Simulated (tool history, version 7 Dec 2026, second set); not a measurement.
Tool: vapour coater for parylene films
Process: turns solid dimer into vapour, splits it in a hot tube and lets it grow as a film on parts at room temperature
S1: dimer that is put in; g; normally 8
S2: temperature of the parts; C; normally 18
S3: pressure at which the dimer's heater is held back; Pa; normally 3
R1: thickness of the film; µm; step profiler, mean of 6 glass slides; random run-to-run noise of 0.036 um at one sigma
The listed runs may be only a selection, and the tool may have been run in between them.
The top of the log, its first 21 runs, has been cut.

At hour 864.2: trap's valve overhauled.
Run 22, hour 864.3: usual settings but S1 13 g. Result: R1 7.56 µm.
Run 23, hour 908.6: usual settings but S1 13 g. Result: R1 7.57 µm.
Run 24, hour 963.4: usual settings but S1 13 g. Result: R1 7.49 µm.
Run 25, hour 1012.9: usual settings but S1 13 g. Result: R1 7.57 µm.
Run 26, hour 1066.6: usual settings but S2 14 C, S3 3.75 Pa. Result: R1 5.01 µm.
Run 27, hour 1090.3: usual settings but S2 14 C, S3 3.75 Pa. Result: R1 4.87 µm.
Run 28, hour 1133.3: usual settings but S3 5.3 Pa. Result: R1 4.22 µm.
At hour 1145.1: trap's valve overhauled.
Run 29, hour 1182.2: usual settings but S3 5.3 Pa. Result: R1 4.22 µm.
Run 30, hour 1210.3: usual settings but S1 13 g, S2 21 C, S3 10.79 Pa. Result: R1 5.61 µm.
Run 31, hour 1241.4: usual settings but S1 6 g, S3 2.54 Pa. Result: R1 3.62 µm.
Run 32, hour 1276.9: usual settings but S2 21 C, S3 3.06 Pa. Result: R1 4.28 µm.
Run 33, hour 1315.1: usual settings but S2 24 C, S3 2.86 Pa. Result: R1 3.99 µm.
Run 34, hour 1351: usual settings but S2 24 C, S3 2.86 Pa. Result: R1 3.99 µm.
Run 35, hour 1399.9: usual settings but S3 4.6 Pa. Result: R1 4.34 µm.
At hour 1424.5: trap's valve overhauled.
Run 36, hour 1452.7: usual settings but S2 10 C. Result: R1 5.79 µm.
Run 37, hour 1497: usual settings but S1 6 g, S2 11 C, S3 2.97 Pa. Result: R1 4.2 µm.
Run 38, hour 1527.3: usual settings but S3 5.78 Pa. Result: R1 4.14 µm.
Run 39, hour 1562.1: usual settings but S2 29 C. Result: R1 3.5 µm.
Run 40, hour 1602.7: usual settings but S2 29 C. Result: R1 3.53 µm.

Run 41 has not been measured yet. What should we expect?
Run 41, hour 1626.2: usual settings but S2 20 C, S3 2.92 Pa. Result: R1 ?.

{"run 41": {"R1": 4.4}}
Were there no unlogged condition in the tool, this run, its random variation unchanged, would have produced R1 4.42 µm.

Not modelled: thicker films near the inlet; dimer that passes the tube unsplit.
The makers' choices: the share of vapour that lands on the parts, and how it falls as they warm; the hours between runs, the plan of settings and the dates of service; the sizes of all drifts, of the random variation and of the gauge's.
